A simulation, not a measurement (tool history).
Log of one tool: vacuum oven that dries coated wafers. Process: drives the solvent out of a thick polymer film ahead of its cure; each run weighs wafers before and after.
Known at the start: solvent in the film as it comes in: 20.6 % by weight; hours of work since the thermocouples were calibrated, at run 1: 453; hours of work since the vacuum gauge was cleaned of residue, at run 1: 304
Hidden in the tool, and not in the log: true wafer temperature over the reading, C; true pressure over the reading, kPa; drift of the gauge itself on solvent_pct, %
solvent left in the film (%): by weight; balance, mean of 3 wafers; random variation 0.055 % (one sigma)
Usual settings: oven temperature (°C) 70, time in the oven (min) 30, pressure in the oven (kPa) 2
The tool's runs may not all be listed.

run	hour	oven temperature (°C)	time in the oven (min)	pressure in the oven (kPa)	hours of work since the thermocouples were calibrated	hours of work since the vacuum gauge was cleaned of residue	solvent left in the film (%)
1	0	70	30	2	453	304	2.42
2	11.2	70	41	2	460	310	1.78
3	29.1	70	41	2	470	320	1.73
4	41.5	70	30	2	477	327	2.38
5	54.7	70	30	2	485	335	2.35
6	73.4	70	30	2	495	346	2.39
7	88.1	70	30	2	504	354	2.43
8	108.4	70	30	2	515	366	2.52
9	122.7	70	30	2	523	374	2.45
10	134.3	70	30	2	530	380	2.49
11	158.5	70	30	2	544	394	2.38
12	179.2	70	34	2	556	406	2.1
13	192.6	70	30	1.32	563	414	2.02
14	212.4	70	30	1.32	575	425	2.05
15	235.6	70	30	2	588	438	2.41
16	257	70	30	2	600	451	2.49
17	270.3	70	30	2	608	458	2.56
18	288.1	70	30	2	618	468	2.42
19	307.4	70	30	2	629	479	2.43
20	325	70	30	2	639	489	2.46
21	342	70	30	1.23	649	499	1.98
22	365.4	62	30	2	662	512	4.72
23	378.2	70	30	2.16	669	520	2.56
24	389.3	70	30	2	676	526	2.43
25	408.6	68	16	2	687	537	5.8
26	426.8	68	52	6.65	697	548	5.11
27	449.1	70	42	1.12	710	560	1.22
28	466.9	68	49	2.72	720	570	2.39
29	485.5	73	30	4.33	731	581	3.31
30	501.2	73	30	4.33	740	590	3.42
# hour 504.3: vacuum gauge cleaned of residue and calibrated
31	525.8	60	15	2	753	12	9.03
32	545.8	81	15	2	764	24	2.75
33	560.4	81	15	2	773	32	2.81
34	576.5	60	45	3.75	782	41	5.24
35	597.8	60	23	3.75	794	53	7.96
36	608.2	57	23	1.18	800	59	7.03
37	628.3	59	33	5.88	811	71	8.89
# hour 638.5: vacuum gauge cleaned of residue and calibrated, once more
38	639.9	78	21	2	817	1	2.11
39	652.4	70	51	2	824	8	1.61
40	663.4	82	16	2	830	14	2.34
41	674.5	82	16	2	837	21	2.25
42	692.7	70	23	1.03	847	31	2.93
43	710.4	70	23	1.03	857	41	2.99
44	727.4	61	23	2.77	867	51	6.74
45	740.6	76	23	2.77	875	58	2.62
46	751.3	70	30	6.74	881	64	5.66
47	765	57	30	6.74	889	72	10.77
48	788.7	56	20	5.13	902	86	11.46

Some steps in solvent left in the film (%) between neighbouring runs. How much of each would the tool show without its hidden state too (settings, what came in, random variation), and how much is left for the hidden state, with any gauge scatter that isn't in both results?
Run 30 -> 31: oven temperature (°C) 73 -> 60, time in the oven (min) 30 -> 15, pressure in the oven (kPa) 4.33 -> 2, vacuum gauge cleaned of residue and calibrated. solvent left in the film (%) +5.61: hidden state +0.23, all else +5.38.
Run 31 -> 32: oven temperature (°C) 60 -> 81. solvent left in the film (%) -6.28: hidden state -0.22, all else -6.06.
Run 37 -> 38: oven temperature (°C) 59 -> 78, time in the oven (min) 33 -> 21, pressure in the oven (kPa) 5.88 -> 2, vacuum gauge cleaned of residue and calibrated, once more. solvent left in the film (%) -6.78: hidden state -0.53, all else -6.25.
Run 44 -> 45: oven temperature (°C) 61 -> 76. solvent left in the film (%) -4.12: hidden state -0.25, all else -3.87.
Run 46 -> 47: oven temperature (°C) 70 -> 57. solvent left in the film (%) +5.11: hidden state +0.29, all else +4.82.
